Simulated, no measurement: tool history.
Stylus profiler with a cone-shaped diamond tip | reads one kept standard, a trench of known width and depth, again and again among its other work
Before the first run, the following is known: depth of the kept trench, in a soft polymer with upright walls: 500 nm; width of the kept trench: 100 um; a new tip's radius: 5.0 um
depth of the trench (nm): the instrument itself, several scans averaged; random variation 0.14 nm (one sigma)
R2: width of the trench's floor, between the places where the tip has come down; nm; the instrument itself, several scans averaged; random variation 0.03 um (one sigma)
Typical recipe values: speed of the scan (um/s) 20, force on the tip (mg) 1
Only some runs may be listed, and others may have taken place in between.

run 1 day=0 | speed_of_the_scan_(um/s)=20 force_on_the_tip_(mg)=1 | depth_of_the_trench_(nm)=503.87 R2=95440
run 2 day=0.5 | speed_of_the_scan_(um/s)=20 force_on_the_tip_(mg)=1 | depth_of_the_trench_(nm)=503.69 R2=95400
run 3 day=1.204 | speed_of_the_scan_(um/s)=20 force_on_the_tip_(mg)=1 | depth_of_the_trench_(nm)=503.9 R2=95410
run 4 day=1.65 | speed_of_the_scan_(um/s)=20 force_on_the_tip_(mg)=1 | depth_of_the_trench_(nm)=503.93 R2=95430
run 5 day=2.608 | speed_of_the_scan_(um/s)=20 force_on_the_tip_(mg)=1 | depth_of_the_trench_(nm)=504.19 R2=95440
run 6 day=3.004 | speed_of_the_scan_(um/s)=20 force_on_the_tip_(mg)=1 | depth_of_the_trench_(nm)=503.89 R2=95430
run 7 day=3.408 | speed_of_the_scan_(um/s)=20 force_on_the_tip_(mg)=0.39 | depth_of_the_trench_(nm)=502.05 R2=95300
run 8 day=3.854 | speed_of_the_scan_(um/s)=20 force_on_the_tip_(mg)=0.54 | depth_of_the_trench_(nm)=502.59 R2=95380
run 9 day=4.283 | speed_of_the_scan_(um/s)=20 force_on_the_tip_(mg)=1 | depth_of_the_trench_(nm)=504.02 R2=95420
run 10 day=5.196 | speed_of_the_scan_(um/s)=34 force_on_the_tip_(mg)=1 | depth_of_the_trench_(nm)=503.85 R2=95280
run 11 day=5.992 | speed_of_the_scan_(um/s)=16 force_on_the_tip_(mg)=1 | depth_of_the_trench_(nm)=504.04 R2=95490
run 12 day=6.629 | speed_of_the_scan_(um/s)=16 force_on_the_tip_(mg)=1 | depth_of_the_trench_(nm)=503.9 R2=95490
run 13 day=7.162 | speed_of_the_scan_(um/s)=20 force_on_the_tip_(mg)=1 | depth_of_the_trench_(nm)=504.01 R2=95410
run 14 day=7.746 | speed_of_the_scan_(um/s)=20 force_on_the_tip_(mg)=1 | depth_of_the_trench_(nm)=504.01 R2=95470
run 15 day=8.558 | speed_of_the_scan_(um/s)=20 force_on_the_tip_(mg)=0.73 | depth_of_the_trench_(nm)=503.03 R2=95430
run 16 day=9.4 | speed_of_the_scan_(um/s)=20 force_on_the_tip_(mg)=1 | depth_of_the_trench_(nm)=504.11 R2=95480
run 17 day=10.175 | speed_of_the_scan_(um/s)=14 force_on_the_tip_(mg)=1 | depth_of_the_trench_(nm)=503.86 R2=95540
run 18 day=10.95 | speed_of_the_scan_(um/s)=14 force_on_the_tip_(mg)=0.4 | depth_of_the_trench_(nm)=502.09 R2=95380
run 19 day=11.412 | speed_of_the_scan_(um/s)=14 force_on_the_tip_(mg)=0.4 | depth_of_the_trench_(nm)=502.05 R2=95420
run 20 day=12.383 | speed_of_the_scan_(um/s)=20 force_on_the_tip_(mg)=1 | depth_of_the_trench_(nm)=503.8 R2=95440
run 21 day=13.188 | speed_of_the_scan_(um/s)=20 force_on_the_tip_(mg)=1 | depth_of_the_trench_(nm)=504.06 R2=95390
run 22 day=13.85 | speed_of_the_scan_(um/s)=20 force_on_the_tip_(mg)=1 | depth_of_the_trench_(nm)=504.11 R2=95450
run 23 day=14.438 | speed_of_the_scan_(um/s)=20 force_on_the_tip_(mg)=1 | depth_of_the_trench_(nm)=504.09 R2=95460
run 24 day=15.158 | speed_of_the_scan_(um/s)=20 force_on_the_tip_(mg)=1 | depth_of_the_trench_(nm)=503.81 R2=95450
run 25 day=15.871 | speed_of_the_scan_(um/s)=10 force_on_the_tip_(mg)=1 | depth_of_the_trench_(nm)=504.19 R2=95520
run 26 day=16.758 | speed_of_the_scan_(um/s)=35 force_on_the_tip_(mg)=0.37 | depth_of_the_trench_(nm)=501.8 R2=95020
run 27 day=17.35 | speed_of_the_scan_(um/s)=13 force_on_the_tip_(mg)=1 | depth_of_the_trench_(nm)=503.91 R2=95470
run 28 day=17.929 | speed_of_the_scan_(um/s)=17 force_on_the_tip_(mg)=2.76 | depth_of_the_trench_(nm)=507.77 R2=95530
run 29 day=18.796 | speed_of_the_scan_(um/s)=29 force_on_the_tip_(mg)=0.87 | depth_of_the_trench_(nm)=503.79 R2=95290
run 30 day=19.388 | speed_of_the_scan_(um/s)=13 force_on_the_tip_(mg)=2.3 | depth_of_the_trench_(nm)=507.01 R2=95540
run 31 day=19.883 | speed_of_the_scan_(um/s)=41 force_on_the_tip_(mg)=2.71 | depth_of_the_trench_(nm)=508.04 R2=95400
run 32 day=20.6 | speed_of_the_scan_(um/s)=11 force_on_the_tip_(mg)=2.04 | depth_of_the_trench_(nm)=506.43 R2=95570
run 33 day=21.446 | speed_of_the_scan_(um/s)=21 force_on_the_tip_(mg)=0.46 | depth_of_the_trench_(nm)=502.13 R2=95320
run 34 day=21.975 | speed_of_the_scan_(um/s)=21 force_on_the_tip_(mg)=0.46 | depth_of_the_trench_(nm)=502.16 R2=95340
run 35 day=22.75 | speed_of_the_scan_(um/s)=21 force_on_the_tip_(mg)=0.46 | depth_of_the_trench_(nm)=502.17 R2=95360
run 36 day=23.433 | speed_of_the_scan_(um/s)=15 force_on_the_tip_(mg)=0.62 | depth_of_the_trench_(nm)=502.87 R2=95440
run 37 day=24.354 | speed_of_the_scan_(um/s)=15 force_on_the_tip_(mg)=0.62 | depth_of_the_trench_(nm)=502.71 R2=95400

For run 38, what comes out?
run 38 day=24.846 | speed_of_the_scan_(um/s)=41 force_on_the_tip_(mg)=0.47 | depth_of_the_trench_(nm)=? R2=?

Logged for run 38: depth of the trench (nm) 502.36, R2 95040 nm.
Minus the tool's unlogged condition, the same run would have read depth of the trench (nm) 502.37, R2 95050 nm.
